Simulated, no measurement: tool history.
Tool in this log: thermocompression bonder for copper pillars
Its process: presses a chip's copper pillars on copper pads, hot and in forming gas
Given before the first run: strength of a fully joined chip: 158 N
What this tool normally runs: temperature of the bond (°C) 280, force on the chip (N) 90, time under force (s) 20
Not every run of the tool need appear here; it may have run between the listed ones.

| run | hour | temperature of the bond (°C) | force on the chip (N) | time under force (s) | force that shears a chip off (N) |
|---|---|---|---|---|---|
| 1 | 0.0 | 280 | 90 | 20 | 88.5 |
| 2 | 45.1 | 280 | 90 | 20 | 86.5 |
| 3 | 75.6 | 277 | 90 | 20 | 84.6 |
| 4 | 118.5 | 277 | 90 | 20 | 81.6 |
|  | 133.5 | forming gas filter changed |
| 5 | 173.6 | 277 | 90 | 20 | 88.1 |
| 6 | 206.1 | 280 | 90 | 30 | 100.0 |
| 7 | 239.4 | 280 | 90 | 20 | 89.7 |
| 8 | 293.2 | 283 | 90 | 20 | 90.0 |
| 9 | 340.6 | 280 | 90 | 20 | 84.3 |
| 10 | 387.2 | 280 | 90 | 16 | 77.3 |
|  | 401.6 | forming gas filter changed |
| 11 | 417.8 | 280 | 90 | 16 | 87.5 |
| 12 | 472.2 | 280 | 90 | 20 | 88.8 |
| 13 | 499.9 | 280 | 90 | 19 | 88.4 |
| 14 | 558.5 | 280 | 90 | 19 | 85.1 |
| 15 | 594.0 | 280 | 90 | 19 | 85.7 |
| 16 | 640.0 | 275 | 90 | 20 | 81.3 |
|  | 670.2 | forming gas filter changed |
| 17 | 680.1 | 280 | 90 | 11 | 75.6 |
| 18 | 706.4 | 280 | 90 | 11 | 74.2 |
|  | 713.4 | heater calibrated with a thermocouple chip |
|  | 714.9 | force cell calibrated |
| 19 | 762.8 | 270 | 90 | 11 | 74.6 |
| 20 | 814.9 | 270 | 90 | 11 | 73.7 |
| 21 | 846.7 | 293 | 120 | 33 | 133.6 |
| 22 | 885.3 | 293 | 120 | 33 | 130.2 |
| 23 | 921.3 | 293 | 120 | 14 | 111.2 |
|  | 943.3 | forming gas filter changed |
| 24 | 981.5 | 287 | 102 | 24 | 117.6 |
|  | 1000.5 | force cell calibrated, once more |
| 25 | 1038.5 | 280 | 69 | 15 | 64.2 |
| 26 | 1078.1 | 297 | 90 | 20 | 98.6 |
| 27 | 1138.3 | 284 | 66 | 20 | 68.1 |
| 28 | 1182.8 | 253 | 57 | 50 | 58.6 |
|  | 1213.3 | forming gas filter changed |
| 29 | 1232.9 | 253 | 57 | 50 | 65.2 |
| 30 | 1289.4 | 262 | 116 | 38 | 109.4 |
| 31 | 1347.5 | 287 | 90 | 20 | 91.0 |
| 32 | 1373.6 | 264 | 72 | 12 | 48.6 |
| 33 | 1414.8 | 252 | 74 | 21 | 52.9 |

Run 34 is up next; what results do you expect?
| 34 | 1461.7 | 252 | 74 | 21 | ? |

force that shears a chip off (N): 53.0
With the hidden condition absent and the run-to-run variation left alone, this run would have shown force that shears a chip off (N) 59.6.

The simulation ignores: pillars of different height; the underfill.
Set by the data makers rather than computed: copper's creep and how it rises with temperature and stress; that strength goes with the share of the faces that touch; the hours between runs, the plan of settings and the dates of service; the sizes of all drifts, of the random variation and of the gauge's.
